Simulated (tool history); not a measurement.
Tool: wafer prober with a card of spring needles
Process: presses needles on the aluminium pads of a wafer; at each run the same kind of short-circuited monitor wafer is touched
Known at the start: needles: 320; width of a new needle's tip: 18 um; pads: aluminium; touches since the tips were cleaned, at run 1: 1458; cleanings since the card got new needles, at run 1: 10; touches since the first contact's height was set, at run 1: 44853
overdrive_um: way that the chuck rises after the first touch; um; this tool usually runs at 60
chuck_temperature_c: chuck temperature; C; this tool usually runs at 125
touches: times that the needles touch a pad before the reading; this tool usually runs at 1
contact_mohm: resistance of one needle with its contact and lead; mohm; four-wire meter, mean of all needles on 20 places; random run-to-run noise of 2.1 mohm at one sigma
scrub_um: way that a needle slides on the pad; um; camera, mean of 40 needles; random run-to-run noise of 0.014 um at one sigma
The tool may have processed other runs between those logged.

run,hour,overdrive_um,chuck_temperature_c,touches,touches since the tips were cleaned,cleanings since the card got new needles,touches since the first contact's height was set,contact_mohm,scrub_um
1,0.0,60,125,1,1458,10,44853,274,8.29
# hour 3.9: tips cleaned on abrasive film
# hour 10.4: tips cleaned on abrasive film
# hour 17.0: tips cleaned on abrasive film
2,19.0,60,125,2,1628,13,59465,264,8.28
# hour 23.0: tips cleaned on abrasive film
# hour 29.3: tips cleaned on abrasive film
# hour 35.9: tips cleaned on abrasive film
3,40.5,60,125,2,3558,16,75938,273,8.22
# hour 41.9: tips cleaned on abrasive film
# hour 47.1: tips cleaned on abrasive film
# hour 52.4: tips cleaned on abrasive film
4,55.5,60,125,2,2436,19,87441,265,8.19
# hour 58.1: tips cleaned on abrasive film
# hour 63.4: tips cleaned on abrasive film
# hour 65.0: height of the first contact set anew
# hour 70.2: tips cleaned on abrasive film
# hour 75.4: tips cleaned on abrasive film
# hour 80.7: tips cleaned on abrasive film
5,80.9,60,125,1,178,24,12193,249,8.39
# hour 86.2: tips cleaned on abrasive film
# hour 92.7: tips cleaned on abrasive film
# hour 99.3: tips cleaned on abrasive film
6,100.5,60,125,1,905,27,27189,266,8.35
# hour 105.7: tips cleaned on abrasive film
# hour 111.0: tips cleaned on abrasive film
# hour 117.6: tips cleaned on abrasive film
# hour 123.0: tips cleaned on abrasive film
7,123.0,60,50,1,0,31,44445,224,8.29
# hour 129.5: tips cleaned on abrasive film
# hour 134.8: tips cleaned on abrasive film
# hour 141.3: tips cleaned on abrasive film
8,143.7,60,102,1,1826,34,60343,274,8.25
# hour 147.7: tips cleaned on abrasive film
# hour 154.1: tips cleaned on abrasive film
# hour 159.3: tips cleaned on abrasive film
# hour 164.8: tips cleaned on abrasive film
9,164.8,60,102,1,0,38,76537,239,8.23
# hour 171.4: tips cleaned on abrasive film
# hour 176.7: tips cleaned on abrasive film
# hour 183.2: tips cleaned on abrasive film
# hour 187.4: height of the first contact set anew
# hour 190.0: tips cleaned on abrasive film
10,192.7,60,47,2,2100,42,4115,246,8.40
# hour 195.4: tips cleaned on abrasive film
# hour 202.0: tips cleaned on abrasive film
# hour 208.4: tips cleaned on abrasive film
# hour 213.7: tips cleaned on abrasive film
11,215.3,61,33,2,1272,46,21382,235,8.49

Measured less the same run without the tool's hidden state. The same run-to-run variation is in both; the gauge's scatter may not be:
The hidden state here: debris on the tips, nm; way that the needles fall short of the set height, um; tips' diameter, um; drift of the gauge itself on contact_mohm, %; drift of the gauge itself on scrub_um, %.
run,contact_mohm,scrub_um
1,+38,-0.13
2,+25,-0.18
3,+37,-0.20
4,+28,-0.25
5,+9,-0.04
6,+29,-0.08
7,+5,-0.14
8,+44,-0.18
9,+7,-0.23
10,+30,-0.02
11,+20,-0.07
